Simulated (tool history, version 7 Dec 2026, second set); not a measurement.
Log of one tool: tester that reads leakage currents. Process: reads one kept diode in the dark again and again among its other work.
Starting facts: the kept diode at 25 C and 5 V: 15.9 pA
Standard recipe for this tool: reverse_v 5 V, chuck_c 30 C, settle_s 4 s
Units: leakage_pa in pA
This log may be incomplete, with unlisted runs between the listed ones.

run 1 hour=0 | reverse_v=5 chuck_c=30 settle_s=4 | leakage_pa=23.52
run 2 hour=18.8 | reverse_v=5 chuck_c=30 settle_s=1.42 | leakage_pa=24.11
run 3 hour=37.4 | reverse_v=5 chuck_c=30 settle_s=4 | leakage_pa=23.44
run 4 hour=81.3 | reverse_v=5 chuck_c=30 settle_s=4.91 | leakage_pa=23.47
run 5 hour=116.7 | reverse_v=5 chuck_c=30 settle_s=4.91 | leakage_pa=23.61
run 6 hour=161.7 | reverse_v=5 chuck_c=30 settle_s=4.91 | leakage_pa=23.74
run 7 hour=204.6 | reverse_v=5 chuck_c=30 settle_s=4.91 | leakage_pa=23.67
run 8 hour=237.5 | reverse_v=5 chuck_c=30 settle_s=4.91 | leakage_pa=23.74
run 9 hour=269 | reverse_v=5 chuck_c=30 settle_s=4.91 | leakage_pa=23.72
run 10 hour=306.5 | reverse_v=5 chuck_c=30 settle_s=4.91 | leakage_pa=23.91
run 11 hour=343.3 | reverse_v=5 chuck_c=46 settle_s=4 | leakage_pa=75.64
run 12 hour=366 | reverse_v=5 chuck_c=46 settle_s=4 | leakage_pa=75.48
run 13 hour=405.9 | reverse_v=5 chuck_c=46 settle_s=4 | leakage_pa=75.67
run 14 hour=436 | reverse_v=5 chuck_c=46 settle_s=4 | leakage_pa=75.57
run 15 hour=459 | reverse_v=5 chuck_c=46 settle_s=4 | leakage_pa=75.8
run 16 hour=486.5 | reverse_v=5 chuck_c=30 settle_s=4 | leakage_pa=24.07
run 17 hour=528.1 | reverse_v=5 chuck_c=44 settle_s=4 | leakage_pa=65.8
run 18 hour=550.4 | reverse_v=5 chuck_c=44 settle_s=4 | leakage_pa=66.25
run 19 hour=578.5 | reverse_v=13.37 chuck_c=30 settle_s=4 | leakage_pa=42.21
-- hour=582.7 tester calibrated
run 20 hour=609.6 | reverse_v=5 chuck_c=30 settle_s=4 | leakage_pa=24.39

Run 21 comes next. What will it give?
run 21 hour=636.8 | reverse_v=5 chuck_c=45 settle_s=0.68 | leakage_pa=?

{"run 21": {"leakage_pa": 72.28}}
Without the tool's hidden state the same run would have given leakage_pa 75.65 pA.
